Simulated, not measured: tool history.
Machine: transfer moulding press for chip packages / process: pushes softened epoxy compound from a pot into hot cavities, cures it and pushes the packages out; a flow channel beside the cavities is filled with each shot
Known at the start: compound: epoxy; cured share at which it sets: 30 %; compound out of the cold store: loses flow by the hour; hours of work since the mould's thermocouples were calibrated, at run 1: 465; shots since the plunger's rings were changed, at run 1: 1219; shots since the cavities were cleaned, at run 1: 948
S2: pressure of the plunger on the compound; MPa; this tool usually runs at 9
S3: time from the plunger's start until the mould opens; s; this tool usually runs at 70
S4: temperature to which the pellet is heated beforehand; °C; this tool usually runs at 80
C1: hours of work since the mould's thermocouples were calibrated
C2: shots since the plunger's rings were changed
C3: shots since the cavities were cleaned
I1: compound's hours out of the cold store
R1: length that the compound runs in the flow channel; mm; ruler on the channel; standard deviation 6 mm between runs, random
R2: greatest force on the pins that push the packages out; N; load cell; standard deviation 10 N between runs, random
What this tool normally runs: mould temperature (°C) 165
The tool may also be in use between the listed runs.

{"run": 1, "day": 0.0, "mould temperature (°C)": 165, "S2": 9, "S3": 70, "S4": 80, "C1": 465, "C2": 1219, "C3": 948, "I1": 31.7, "R1": 656, "R2": 474}
{"day": 0.421, "done": "cavities cleaned with cleaning compound and waxed"}
{"run": 2, "day": 1.167, "mould temperature (°C)": 165, "S2": 9, "S3": 70, "S4": 80, "C1": 486, "C2": 1665, "C3": 302, "I1": 37.1, "R1": 646, "R2": 465}
{"run": 3, "day": 2.625, "mould temperature (°C)": 165, "S2": 9, "S3": 70, "S4": 80, "C1": 514, "C2": 2254, "C3": 891, "I1": 15.5, "R1": 684, "R2": 472}
{"day": 3.162, "done": "cavities cleaned with cleaning compound and waxed"}
{"run": 4, "day": 4.325, "mould temperature (°C)": 165, "S2": 9, "S3": 70, "S4": 80, "C1": 545, "C2": 2915, "C3": 469, "I1": 12.4, "R1": 693, "R2": 460}
{"run": 5, "day": 5.296, "mould temperature (°C)": 165, "S2": 9, "S3": 70, "S4": 80, "C1": 563, "C2": 3308, "C3": 862, "I1": 41.5, "R1": 630, "R2": 443}
{"day": 5.983, "done": "cavities cleaned with cleaning compound and waxed"}
{"run": 6, "day": 6.754, "mould temperature (°C)": 165, "S2": 9, "S3": 70, "S4": 80, "C1": 590, "C2": 3871, "C3": 310, "I1": 12.2, "R1": 700, "R2": 460}
{"run": 7, "day": 7.55, "mould temperature (°C)": 165, "S2": 9, "S3": 70, "S4": 80, "C1": 605, "C2": 4194, "C3": 633, "I1": 23.8, "R1": 670, "R2": 468}
{"day": 7.738, "done": "mould's thermocouples calibrated"}
{"day": 7.842, "done": "plunger's sealing rings changed"}
{"day": 9.046, "done": "cavities cleaned with cleaning compound and waxed"}
{"run": 8, "day": 9.442, "mould temperature (°C)": 165, "S2": 9, "S3": 70, "S4": 80, "C1": 29, "C2": 620, "C3": 159, "I1": 37.6, "R1": 644, "R2": 462}
{"run": 9, "day": 10.304, "mould temperature (°C)": 167, "S2": 9, "S3": 70, "S4": 80, "C1": 46, "C2": 969, "C3": 508, "I1": 11.7, "R1": 688, "R2": 427}
{"run": 10, "day": 11.7, "mould temperature (°C)": 167, "S2": 9, "S3": 70, "S4": 80, "C1": 72, "C2": 1533, "C3": 1072, "I1": 37.1, "R1": 632, "R2": 428}
{"day": 11.888, "done": "cavities cleaned with cleaning compound and waxed"}
{"run": 11, "day": 13.079, "mould temperature (°C)": 165, "S2": 9, "S3": 55, "S4": 80, "C1": 97, "C2": 2065, "C3": 482, "I1": 42.9, "R1": 628, "R2": 705}
{"run": 12, "day": 14.321, "mould temperature (°C)": 165, "S2": 9, "S3": 55, "S4": 80, "C1": 121, "C2": 2566, "C3": 983, "I1": 22.7, "R1": 663, "R2": 787}
{"day": 14.758, "done": "cavities cleaned with cleaning compound and waxed"}
{"run": 13, "day": 15.433, "mould temperature (°C)": 165, "S2": 9, "S3": 55, "S4": 80, "C1": 141, "C2": 2991, "C3": 272, "I1": 34.9, "R1": 634, "R2": 700}
{"run": 14, "day": 16.65, "mould temperature (°C)": 165, "S2": 9, "S3": 63, "S4": 80, "C1": 164, "C2": 3483, "C3": 764, "I1": 41.6, "R1": 638, "R2": 528}
{"run": 15, "day": 17.367, "mould temperature (°C)": 165, "S2": 9, "S3": 63, "S4": 80, "C1": 178, "C2": 3772, "C3": 1053, "I1": 33.8, "R1": 650, "R2": 545}
{"day": 17.579, "done": "cavities cleaned with cleaning compound and waxed"}
{"run": 16, "day": 18.15, "mould temperature (°C)": 165, "S2": 9, "S3": 70, "S4": 78, "C1": 191, "C2": 4064, "C3": 231, "I1": 22.9, "R1": 670, "R2": 470}
{"day": 18.704, "done": "plunger's sealing rings changed"}
{"run": 17, "day": 19.842, "mould temperature (°C)": 165, "S2": 9, "S3": 70, "S4": 71, "C1": 222, "C2": 459, "C3": 872, "I1": 31.3, "R1": 657, "R2": 463}

Run 18 comes next. What will it give?
{"day": 20.508, "done": "cavities cleaned with cleaning compound and waxed"}
{"run": 18, "day": 21.267, "mould temperature (°C)": 167, "S2": 6.88, "S3": 55, "S4": 80, "C1": 248, "C2": 1009, "C3": 307, "I1": 43.6, "R1": "?", "R2": "?"}

Run 18 produced R1 547 mm, R2 618 N.
Minus the tool's unlogged condition, the same run would have read R1 547 mm, R2 615 N.
